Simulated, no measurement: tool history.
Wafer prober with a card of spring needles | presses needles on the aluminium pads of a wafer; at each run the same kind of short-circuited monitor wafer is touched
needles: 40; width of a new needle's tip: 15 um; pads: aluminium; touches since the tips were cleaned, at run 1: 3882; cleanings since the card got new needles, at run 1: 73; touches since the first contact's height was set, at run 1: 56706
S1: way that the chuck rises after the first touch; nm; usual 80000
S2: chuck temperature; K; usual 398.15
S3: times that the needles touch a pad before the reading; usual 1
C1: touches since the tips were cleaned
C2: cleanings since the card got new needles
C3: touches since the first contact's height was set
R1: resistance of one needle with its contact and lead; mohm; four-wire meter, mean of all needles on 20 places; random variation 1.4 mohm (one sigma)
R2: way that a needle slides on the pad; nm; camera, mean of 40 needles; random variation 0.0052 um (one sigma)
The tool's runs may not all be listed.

run 1 hour=0.0 | S1=80000 S2=398.15 S3=1 | C1=3882 C2=73 C3=56706 | R1=168 R2=18552
-- hour=16.9 tips cleaned on abrasive film
run 2 hour=24.2 | S1=80000 S2=398.15 S3=1 | C1=2250 C2=74 C3=64130 | R1=153 R2=18547
-- hour=46.4 tips cleaned on abrasive film
-- hour=78.2 tips cleaned on abrasive film
run 3 hour=82.4 | S1=80000 S2=398.15 S3=1 | C1=1314 C2=76 C3=82012 | R1=143 R2=18526
-- hour=109.1 tips cleaned on abrasive film
-- hour=112.7 height of the first contact set anew
run 4 hour=126.0 | S1=80000 S2=398.15 S3=1 | C1=5103 C2=77 C3=4097 | R1=177 R2=18624
-- hour=140.8 tips cleaned on abrasive film
-- hour=169.7 tips cleaned on abrasive film
run 5 hour=180.2 | S1=80000 S2=398.15 S3=1 | C1=3243 C2=79 C3=20750 | R1=166 R2=18606
-- hour=199.8 tips cleaned on abrasive film
run 6 hour=214.4 | S1=80000 S2=398.15 S3=1 | C1=4508 C2=80 C3=31252 | R1=176 R2=18583
-- hour=228.7 tips cleaned on abrasive film
run 7 hour=247.1 | S1=80000 S2=398.15 S3=1 | C1=5650 C2=81 C3=41284 | R1=186 R2=18566
-- hour=261.6 tips cleaned on abrasive film
run 8 hour=272.0 | S1=80000 S2=398.15 S3=2 | C1=3205 C2=82 C3=48955 | R1=149 R2=18565
-- hour=290.9 tips cleaned on abrasive film
run 9 hour=315.7 | S1=80000 S2=398.15 S3=2 | C1=7637 C2=83 C3=62368 | R1=162 R2=18554
-- hour=322.3 tips cleaned on abrasive film
-- hour=352.5 tips cleaned on abrasive film
run 10 hour=353.5 | S1=80000 S2=398.15 S3=1 | C1=324 C2=85 C3=73975 | R1=131 R2=18534
-- hour=382.5 tips cleaned on abrasive film
run 11 hour=384.1 | S1=80000 S2=398.15 S3=1 | C1=493 C2=86 C3=83372 | R1=135 R2=18518
-- hour=410.9 height of the first contact set anew
-- hour=415.6 tips cleaned on abrasive film
run 12 hour=432.0 | S1=80000 S2=398.15 S3=1 | C1=5028 C2=87 C3=6446 | R1=177 R2=18601
-- hour=447.6 tips cleaned on abrasive film
-- hour=480.5 tips cleaned on abrasive film
run 13 hour=483.7 | S1=80000 S2=398.15 S3=1 | C1=969 C2=89 C3=22319 | R1=142 R2=18580
run 14 hour=507.7 | S1=80000 S2=322.15 S3=1 | C1=8377 C2=89 C3=29727 | R1=189 R2=18577
-- hour=512.5 tips cleaned on abrasive film
run 15 hour=531.9 | S1=80000 S2=347.15 S3=1 | C1=5972 C2=90 C3=37146 | R1=183 R2=18564
-- hour=543.5 tips cleaned on abrasive film
run 16 hour=569.4 | S1=80000 S2=347.15 S3=1 | C1=7989 C2=91 C3=48683 | R1=187 R2=18570
-- hour=574.7 tips cleaned on abrasive film
run 17 hour=593.4 | S1=98000 S2=306.15 S3=2 | C1=5754 C2=92 C3=56038 | R1=142 R2=22737
-- hour=603.9 tips cleaned on abrasive film
-- hour=635.8 tips cleaned on abrasive film
run 18 hour=638.1 | S1=80000 S2=398.15 S3=1 | C1=702 C2=94 C3=69732 | R1=142 R2=18541
-- hour=668.4 tips cleaned on abrasive film
run 19 hour=694.8 | S1=79000 S2=396.15 S3=1 | C1=8131 C2=95 C3=87188 | R1=191 R2=18284
-- hour=699.1 tips cleaned on abrasive film
-- hour=707.0 height of the first contact set anew
-- hour=731.6 tips cleaned on abrasive film
run 20 hour=745.3 | S1=64000 S2=364.15 S3=2 | C1=4218 C2=97 C3=11787 | R1=171 R2=14889
-- hour=764.0 tips cleaned on abrasive film
-- hour=793.8 tips cleaned on abrasive film
run 21 hour=799.4 | S1=64000 S2=300.15 S3=2 | C1=1719 C2=99 C3=28380 | R1=141 R2=14858
-- hour=823.9 tips cleaned on abrasive film
run 22 hour=837.2 | S1=64000 S2=300.15 S3=2 | C1=4102 C2=100 C3=40005 | R1=164 R2=14861
-- hour=854.1 tips cleaned on abrasive film
-- hour=884.0 tips cleaned on abrasive film
run 23 hour=894.3 | S1=63000 S2=389.15 S3=1 | C1=3194 C2=102 C3=57547 | R1=197 R2=14597
-- hour=912.7 tips cleaned on abrasive film
run 24 hour=923.4 | S1=63000 S2=389.15 S3=1 | C1=3319 C2=103 C3=66479 | R1=191 R2=14587
-- hour=942.5 tips cleaned on abrasive film
-- hour=975.9 tips cleaned on abrasive film
run 25 hour=979.2 | S1=63000 S2=389.15 S3=1 | C1=1031 C2=105 C3=83610 | R1=156 R2=14563
-- hour=1003.5 height of the first contact set anew
-- hour=1005.1 tips cleaned on abrasive film
run 26 hour=1005.1 | S1=66000 S2=305.15 S3=3 | C1=0 C2=106 C3=454 | R1=115 R2=15358
-- hour=1035.3 tips cleaned on abrasive film
run 27 hour=1046.8 | S1=95000 S2=314.15 S3=3 | C1=3525 C2=107 C3=13267 | R1=124 R2=22092
-- hour=1068.8 tips cleaned on abrasive film
run 28 hour=1090.3 | S1=95000 S2=314.15 S3=3 | C1=6633 C2=108 C3=26662 | R1=131 R2=22078

Forecast each of these 3 alternatives for the next run:
-- hour=1099.7 tips cleaned on abrasive film
-- hour=1129.2 tips cleaned on abrasive film
run A hour=1132.0 | S1=95000 S2=312.15 S3=1 | C1=871 C2=110 C3=39437 | R1=? R2=?
-- hour=1099.7 tips cleaned on abrasive film
-- hour=1129.2 tips cleaned on abrasive film
run B hour=1132.0 | S1=84000 S2=304.15 S3=1 | C1=871 C2=110 C3=39437 | R1=? R2=?
-- hour=1099.7 tips cleaned on abrasive film
-- hour=1129.2 tips cleaned on abrasive film
run C hour=1132.0 | S1=80000 S2=302.15 S3=2 | C1=871 C2=110 C3=39437 | R1=? R2=?

run=A R1=129 R2=22064
run=B R1=131 R2=19513
run=C R1=122 R2=18574
Without the tool's hidden state the same runs would have given:
run=A R1=110 R2=22116
run=B R1=107 R2=19565
run=C R1=106 R2=18627
